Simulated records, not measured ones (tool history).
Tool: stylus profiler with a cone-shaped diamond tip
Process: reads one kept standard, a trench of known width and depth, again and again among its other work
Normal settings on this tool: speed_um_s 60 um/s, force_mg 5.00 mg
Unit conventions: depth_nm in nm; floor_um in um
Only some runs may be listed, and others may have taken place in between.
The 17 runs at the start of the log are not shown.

Run 18, hour 539.6: usual settings but force_mg 3.06 mg. Result: depth_nm 509.88 nm, floor_um 45.66 um.
Run 19, hour 567.3: usual settings but force_mg 12.10 mg. Result: depth_nm 522.36 nm, floor_um 45.79 um.
Run 20, hour 590.5: usual settings but force_mg 12.10 mg. Result: depth_nm 522.21 nm, floor_um 45.79 um.
Run 21, hour 619.6: usual settings but force_mg 2.06 mg. Result: depth_nm 507.94 nm, floor_um 45.57 um.
Run 22, hour 653.5: usual settings. Result: depth_nm 513.18 nm, floor_um 45.72 um.
Run 23, hour 682.4: usual settings but force_mg 9.40 mg. Result: depth_nm 518.99 nm, floor_um 45.73 um.
Run 24, hour 704.7: usual settings but force_mg 9.40 mg. Result: depth_nm 519.14 nm, floor_um 45.74 um.
Run 25, hour 734.3: usual settings but speed_um_s 27 um/s, force_mg 1.84 mg. Result: depth_nm 507.54 nm, floor_um 45.70 um.
Run 26, hour 756.0: usual settings but speed_um_s 49 um/s, force_mg 3.74 mg. Result: depth_nm 511.23 nm, floor_um 45.73 um.
Run 27, hour 782.5: usual settings but force_mg 9.42 mg. Result: depth_nm 519.27 nm, floor_um 45.71 um.
Run 28, hour 804.1: usual settings but force_mg 1.92 mg. Result: depth_nm 507.62 nm, floor_um 45.49 um.
Run 29, hour 831.1: usual settings but force_mg 6.47 mg. Result: depth_nm 515.18 nm, floor_um 45.59 um.
Run 30, hour 853.3: usual settings but speed_um_s 56 um/s, force_mg 4.06 mg. Result: depth_nm 511.64 nm, floor_um 45.54 um.
Run 31, hour 884.4: usual settings but speed_um_s 21 um/s, force_mg 5.14 mg. Result: depth_nm 513.37 nm, floor_um 45.76 um.
Run 32, hour 915.4: usual settings but speed_um_s 152 um/s, force_mg 1.72 mg. Result: depth_nm 507.33 nm, floor_um 44.82 um.
Run 33, hour 945.6: usual settings but speed_um_s 63 um/s, force_mg 3.05 mg. Result: depth_nm 510.04 nm, floor_um 45.42 um.
Run 34, hour 971.8: usual settings but speed_um_s 236 um/s, force_mg 13.17 mg. Result: depth_nm 523.93 nm, floor_um 45.19 um.
Run 35, hour 995.5: usual settings but speed_um_s 236 um/s, force_mg 13.17 mg. Result: depth_nm 523.86 nm, floor_um 45.22 um.
Run 36, hour 1014.5: usual settings but speed_um_s 138 um/s, force_mg 13.17 mg. Result: depth_nm 523.72 nm, floor_um 45.42 um.
Run 37, hour 1047.2: usual settings but speed_um_s 138 um/s, force_mg 13.17 mg. Result: depth_nm 524.04 nm, floor_um 45.41 um.
Run 38, hour 1087.3: usual settings but speed_um_s 56 um/s. Result: depth_nm 513.53 nm, floor_um 45.53 um.
Run 39, hour 1133.3: usual settings but speed_um_s 24 um/s, force_mg 6.57 mg. Result: depth_nm 515.77 nm, floor_um 45.62 um.
Run 40, hour 1165.5: usual settings but speed_um_s 115 um/s, force_mg 3.04 mg. Result: depth_nm 510.19 nm, floor_um 45.17 um.
Run 41, hour 1190.7: usual settings but speed_um_s 29 um/s, force_mg 7.41 mg. Result: depth_nm 517.21 nm, floor_um 45.57 um.

Run 42, settings as shown, results not yet in. Your forecast:
At hour 1215.6: height scale calibrated on a step standard.
Run 42, hour 1228.4: usual settings but speed_um_s 29 um/s, force_mg 11.67 mg. Result: depth_nm ?, floor_um ?.

depth_nm: 520.30 nm
floor_um: 45.60 um
Were there no unlogged condition in the tool, this run, its random variation unchanged, would have produced depth_nm 520.28 nm, floor_um 46.96 um.
